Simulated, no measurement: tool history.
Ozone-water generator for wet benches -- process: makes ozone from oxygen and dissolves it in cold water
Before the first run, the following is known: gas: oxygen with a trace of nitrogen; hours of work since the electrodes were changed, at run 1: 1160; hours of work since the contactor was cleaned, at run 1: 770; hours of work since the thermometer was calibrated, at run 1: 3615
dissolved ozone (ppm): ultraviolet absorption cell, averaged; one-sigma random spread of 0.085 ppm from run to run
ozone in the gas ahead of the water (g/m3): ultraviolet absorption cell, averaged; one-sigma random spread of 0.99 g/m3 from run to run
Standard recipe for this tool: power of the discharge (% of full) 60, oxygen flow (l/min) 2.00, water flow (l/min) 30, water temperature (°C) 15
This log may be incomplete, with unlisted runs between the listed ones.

run,day,power of the discharge (% of full),oxygen flow (l/min),water flow (l/min),water temperature (°C),hours of work since the electrodes were changed,hours of work since the contactor was cleaned,hours of work since the thermometer was calibrated,dissolved ozone (ppm),ozone in the gas ahead of the water (g/m3)
1,0.000,60,2.00,30,15,1160,770,3615,7.80,164.5
2,2.288,60,2.00,30,15,1204,814,3659,7.74,166.7
3,4.358,60,2.16,30,15,1244,854,3699,7.97,159.1
4,6.342,60,2.00,30,15,1283,893,3737,7.78,165.3
5,7.904,60,2.00,30,15,1313,923,3768,7.77,164.4
6,9.329,60,2.00,30,15,1340,951,3795,7.84,164.8
7,10.912,60,2.00,30,15,1371,981,3826,7.72,165.3
8,13.650,60,2.00,30,11,1424,1034,3879,7.88,164.7
9,15.917,60,2.00,30,11,1468,1078,3923,7.98,164.1
10,18.258,60,2.00,30,11,1513,1123,3968,7.97,164.5
11,20.083,60,2.00,30,11,1548,1158,4003,7.92,164.9
12,22.246,69,2.00,30,22,1590,1200,4045,8.20,179.3
13,24.125,69,2.00,30,22,1627,1237,4081,8.02,178.0
14,26.129,97,2.00,46,22,1665,1275,4120,6.52,222.3
15,27.529,44,2.47,40,8,1692,1302,4147,5.18,120.6
16,30.125,86,1.35,40,8,1743,1353,4197,6.36,250.5
17,31.579,51,2.28,23,10,1771,1381,4225,9.58,139.3
18,33.904,51,1.30,23,10,1816,1426,4270,7.98,185.7
19,35.358,51,1.30,23,10,1844,1454,4298,7.99,184.6
20,37.125,51,1.30,23,10,1878,1488,4333,7.87,185.4
21,39.812,95,1.18,33,14,1930,1540,4385,7.59,285.6
22,42.058,60,2.23,30,10,1973,1583,4428,8.07,154.3

For each run, the measured value with the value that run would have given without the tool's hidden condition subtracted. The run-to-run variation is shared by both, the gauge scatter possibly not:
Unlogged tool condition in this case: yield of the discharge, % of new electrodes'; contactor's efficiency, % of a clean one's; true water temperature over the reading, C; drift of the gauge itself on ozone_ppm, %; drift of the gauge itself on gas_g_m3, %.
run,dissolved ozone (ppm),ozone in the gas ahead of the water (g/m3)
1,-0.29,-4.3
2,-0.30,-4.6
3,-0.32,-4.5
4,-0.32,-4.8
5,-0.33,-4.9
6,-0.33,-5.0
7,-0.34,-5.1
8,-0.36,-5.3
9,-0.38,-5.5
10,-0.39,-5.6
11,-0.40,-5.8
12,-0.45,-7.0
13,-0.47,-7.3
14,-0.46,-11.4
15,-0.25,-3.6
16,-0.44,-12.6
17,-0.50,-4.9
18,-0.41,-6.8
19,-0.42,-6.8
20,-0.43,-6.9
21,-0.60,-16.7
22,-0.53,-7.0
